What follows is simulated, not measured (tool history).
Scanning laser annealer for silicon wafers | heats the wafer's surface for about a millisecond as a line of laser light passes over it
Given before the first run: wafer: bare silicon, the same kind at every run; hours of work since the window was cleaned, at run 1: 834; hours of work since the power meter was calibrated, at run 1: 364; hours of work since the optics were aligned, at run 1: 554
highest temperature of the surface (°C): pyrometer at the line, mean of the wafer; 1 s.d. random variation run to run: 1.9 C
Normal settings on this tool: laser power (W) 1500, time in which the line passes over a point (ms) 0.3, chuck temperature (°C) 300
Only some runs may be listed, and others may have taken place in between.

run	day	laser power (W)	time in which the line passes over a point (ms)	chuck temperature (°C)	hours of work since the window was cleaned	hours of work since the power meter was calibrated	hours of work since the optics were aligned	highest temperature of the surface (°C)
1	0	1500	0.3	300	834	364	554	1096
2	1.162	1500	0.3	300	853	383	573	1103
3	1.742	1500	0.227	300	862	392	582	981
4	2.258	1500	0.266	300	871	401	591	1046
5	3.496	1500	0.3	300	891	421	611	1098
6	4.496	1500	0.3	266	907	437	627	1063
7	5.462	1500	0.3	313	923	453	643	1110
8	6.708	1391	0.3	313	943	473	663	1052
9	7.412	1500	0.3	300	955	485	675	1093
10	7.942	1500	0.3	300	963	493	683	1096
11	9.083	1500	0.3	300	982	512	702	1096
# day 10.017: window over the wafer cleaned
12	10.225	1473	0.3	300	3	529	719	1100
13	10.942	1473	0.3	302	15	541	731	1098
14	11.862	1500	0.3	310	30	556	746	1119
15	12.671	1500	0.3	310	43	569	759	1119
16	13.888	1500	0.3	310	63	589	779	1122
17	14.962	1500	0.3	310	81	607	796	1120
18	15.975	1500	0.3	310	97	623	813	1120
19	16.95	1500	0.3	310	113	639	829	1120
20	17.533	1500	0.3	310	123	649	838	1119
21	18.404	1500	0.3	300	137	663	852	1109
22	19.6	1330	0.283	301	156	682	872	994
23	20.383	1330	0.283	301	169	695	885	998
24	21.146	1526	0.224	288	181	707	897	981
25	22.092	1528	0.236	333	197	723	913	1048
26	23.162	1574	0.361	316	214	740	930	1255
27	23.708	1331	0.227	286	223	749	939	900
28	24.892	1477	0.3	300	243	768	958	1093
29	25.912	1500	0.295	304	259	785	975	1100
30	26.938	1332	0.228	330	276	802	992	945
31	27.692	1590	0.3	300	288	814	1004	1150
32	28.825	1460	0.3	300	307	833	1022	1083
33	29.596	1606	0.258	263	319	845	1035	1048
34	30.225	1526	0.3	335	329	855	1045	1151
35	31.238	1608	0.3	335	346	872	1062	1194
36	32.475	1573	0.229	274	366	892	1082	990
37	33.058	1476	0.26	274	376	902	1091	1002
38	34.042	1625	0.267	339	392	918	1107	1146
39	34.8	1299	0.274	285	404	930	1120	950
40	35.983	1500	0.286	301	423	949	1139	1079
41	36.642	1461	0.357	323	434	960	1150	1184

What if the next run were any one of these 4? Each begins from the tool's condition after run 41:
A	37.242	1583	0.276	323	444	970	1160	?
B	37.242	1597	0.357	321	444	970	1160	?
C	37.242	1292	0.33	323	444	970	1160	?
D	37.242	1477	0.3	300	444	970	1160	?

run	highest temperature of the surface (°C)
A	1125
B	1261
C	1057
D	1087
With the hidden condition removed and each run's random variation left untouched, the same runs would have given:
run	highest temperature of the surface (°C)
A	1142
B	1281
C	1073
D	1104
